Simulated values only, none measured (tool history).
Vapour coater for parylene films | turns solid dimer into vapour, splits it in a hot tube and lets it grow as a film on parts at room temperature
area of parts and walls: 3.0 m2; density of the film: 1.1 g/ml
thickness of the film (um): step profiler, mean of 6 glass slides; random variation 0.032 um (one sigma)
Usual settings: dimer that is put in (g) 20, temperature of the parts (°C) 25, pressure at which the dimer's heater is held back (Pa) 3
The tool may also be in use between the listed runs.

run   hour  dimer that is put in (g)  temperature of the parts (°C)  pressure at which the dimer's heater is held back (Pa)  thickness of the film (um)
  1      0                        20                             25                                                       3                        3.06
  2   28.6                        20                             25                                                       3                        2.99
  3   65.9                        20                             25                                                       3                        3.01
  4  115.2                        14                             25                                                       3                        2.07
  5    158                        20                             19                                                       3                        3.59
  6  208.9                        20                             19                                                       3                        3.62
  7  241.3                        20                             30                                                       3                        2.58
  8  284.2                        20                             30                                                       3                        2.52
  9  331.1                        20                             30                                                       3                        2.52
 10  372.4                        22                             21                                                    3.46                        3.58
 11  415.6                        10                             19                                                    2.72                        1.78
 12  441.4                        20                             30                                                    2.12                         2.6
     446.4  -- table's thermometer calibrated
 13  463.5                        20                             18                                                       3                        3.59
 14  513.6                        28                             18                                                     2.1                        5.24
 15  542.1                        12                             18                                                    4.67                        2.03
 16  569.6                        34                             33                                                       3                         3.8
 17  619.4                        34                             33                                                       3                        3.82
 18  644.8                        34                             33                                                       3                        3.78

Forecast each of these 4 alternatives for the next run:
  A  669.9                        16                             25                                                    7.19                           ?
  B  669.9                        20                             22                                                       3                           ?
  C  669.9                        34                             33                                                    4.24                           ?
  D  669.9                        20                             24                                                       3                           ?

run  thickness of the film (um)
  A                           2
  B                         3.1
  C                        3.51
  D                        2.88
Without the tool's hidden state the same runs would have given:
run  thickness of the film (um)
  A                        2.16
  B                        3.35
  C                         3.8
  D                        3.12

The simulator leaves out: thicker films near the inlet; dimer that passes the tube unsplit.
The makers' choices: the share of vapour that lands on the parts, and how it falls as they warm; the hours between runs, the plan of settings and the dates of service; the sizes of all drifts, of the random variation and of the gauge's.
